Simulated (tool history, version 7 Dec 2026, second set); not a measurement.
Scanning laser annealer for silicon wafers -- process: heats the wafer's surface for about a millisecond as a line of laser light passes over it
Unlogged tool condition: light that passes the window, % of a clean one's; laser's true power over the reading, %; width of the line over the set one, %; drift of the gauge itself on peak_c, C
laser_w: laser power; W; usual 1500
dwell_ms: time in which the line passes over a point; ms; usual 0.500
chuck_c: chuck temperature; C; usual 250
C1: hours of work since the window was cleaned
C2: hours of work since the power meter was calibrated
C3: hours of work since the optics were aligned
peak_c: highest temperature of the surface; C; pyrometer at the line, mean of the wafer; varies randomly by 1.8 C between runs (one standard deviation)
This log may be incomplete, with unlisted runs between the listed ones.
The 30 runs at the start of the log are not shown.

Run 31, hour 403.9: usual settings but laser_w 1496 W, dwell_ms 0.384 ms, chuck_c 219 C; C1 393; C2 485; C3 393. Result: peak_c 920 C.
Run 32, hour 411.9: usual settings but laser_w 1569 W, dwell_ms 0.617 ms; C1 398; C2 490; C3 398. Result: peak_c 1176 C.
Run 33, hour 426.7: usual settings but laser_w 1313 W, dwell_ms 0.558 ms; C1 407; C2 499; C3 407. Result: peak_c 996 C.
Run 34, hour 442.3: usual settings but laser_w 1420 W, dwell_ms 0.558 ms, chuck_c 289 C; C1 416; C2 508; C3 416. Result: peak_c 1088 C.
Run 35, hour 455.7: usual settings but laser_w 1420 W, dwell_ms 0.558 ms, chuck_c 289 C; C1 424; C2 516; C3 424. Result: peak_c 1095 C.
Run 36, hour 466.4: usual settings but laser_w 1461 W, dwell_ms 0.465 ms, chuck_c 289 C; C1 430; C2 522; C3 430. Result: peak_c 1042 C.
Run 37, hour 477.2: usual settings but laser_w 1453 W, dwell_ms 0.612 ms, chuck_c 262 C; C1 436; C2 528; C3 436. Result: peak_c 1121 C.
Run 38, hour 494.3: usual settings but laser_w 1453 W, dwell_ms 0.541 ms, chuck_c 262 C; C1 447; C2 539; C3 447. Result: peak_c 1070 C.
Run 39, hour 505.1: usual settings but laser_w 1439 W, dwell_ms 0.499 ms, chuck_c 224 C; C1 453; C2 545; C3 453. Result: peak_c 995 C.

Estimate the outcome of run 40 from the log above:
Run 40, hour 516.2: usual settings but laser_w 1439 W, dwell_ms 0.499 ms, chuck_c 224 C; C1 459; C2 551; C3 459. Result: peak_c ?.

peak_c: 990 C
If the tool had no hidden condition, the same run with the same run-to-run variation would have returned peak_c 991 C.
